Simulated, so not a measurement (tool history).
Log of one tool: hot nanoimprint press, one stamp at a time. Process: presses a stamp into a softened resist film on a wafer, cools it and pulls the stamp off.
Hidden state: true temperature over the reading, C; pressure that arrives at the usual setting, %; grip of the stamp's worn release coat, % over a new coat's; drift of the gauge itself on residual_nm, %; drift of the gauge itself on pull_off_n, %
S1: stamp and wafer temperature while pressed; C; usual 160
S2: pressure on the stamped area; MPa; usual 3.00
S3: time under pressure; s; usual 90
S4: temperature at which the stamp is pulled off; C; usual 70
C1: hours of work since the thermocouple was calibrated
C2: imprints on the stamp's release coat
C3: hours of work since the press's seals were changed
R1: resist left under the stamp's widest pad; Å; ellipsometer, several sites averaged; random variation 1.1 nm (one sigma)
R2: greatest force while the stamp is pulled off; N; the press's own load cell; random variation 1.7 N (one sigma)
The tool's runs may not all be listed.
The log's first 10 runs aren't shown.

{"run": 11, "hour": 80.8, "S1": 160, "S2": 3.0, "S3": 90, "S4": 76, "C1": 59, "C2": 254, "C3": 155, "R1": 2774, "R2": 102}
{"run": 12, "hour": 88.2, "S1": 160, "S2": 3.0, "S3": 90, "S4": 76, "C1": 63, "C2": 287, "C3": 160, "R1": 2779, "R2": 102}
{"run": 13, "hour": 96.0, "S1": 160, "S2": 3.0, "S3": 90, "S4": 76, "C1": 69, "C2": 321, "C3": 165, "R1": 2783, "R2": 100}
{"run": 14, "hour": 105.9, "S1": 160, "S2": 3.0, "S3": 90, "S4": 66, "C1": 75, "C2": 365, "C3": 172, "R1": 2765, "R2": 115}
{"run": 15, "hour": 110.5, "S1": 160, "S2": 3.0, "S3": 90, "S4": 66, "C1": 78, "C2": 385, "C3": 175, "R1": 2795, "R2": 110}
{"run": 16, "hour": 120.0, "S1": 160, "S2": 3.0, "S3": 56, "S4": 70, "C1": 85, "C2": 427, "C3": 181, "R1": 3222, "R2": 106}
{"run": 17, "hour": 125.2, "S1": 160, "S2": 3.74, "S3": 56, "S4": 70, "C1": 88, "C2": 450, "C3": 185, "R1": 3017, "R2": 105}
{"run": 18, "hour": 134.1, "S1": 160, "S2": 3.74, "S3": 56, "S4": 70, "C1": 94, "C2": 490, "C3": 191, "R1": 3009, "R2": 107}
{"run": 19, "hour": 139.6, "S1": 160, "S2": 2.26, "S3": 56, "S4": 70, "C1": 98, "C2": 514, "C3": 194, "R1": 3496, "R2": 105}
{"run": 20, "hour": 147.3, "S1": 160, "S2": 2.01, "S3": 46, "S4": 70, "C1": 103, "C2": 548, "C3": 199, "R1": 3776, "R2": 109}
{"run": 21, "hour": 153.2, "S1": 160, "S2": 1.98, "S3": 90, "S4": 68, "C1": 107, "C2": 574, "C3": 203, "R1": 3186, "R2": 109}

Run 22 comes next. What will it give?
{"run": 22, "hour": 159.3, "S1": 160, "S2": 3.94, "S3": 67, "S4": 70, "C1": 111, "C2": 601, "C3": 207, "R1": "?", "R2": "?"}

R1: 2798 Å
R2: 107 N
Without the tool's hidden state the same run would have given R1 2794 Å, R2 106 N.
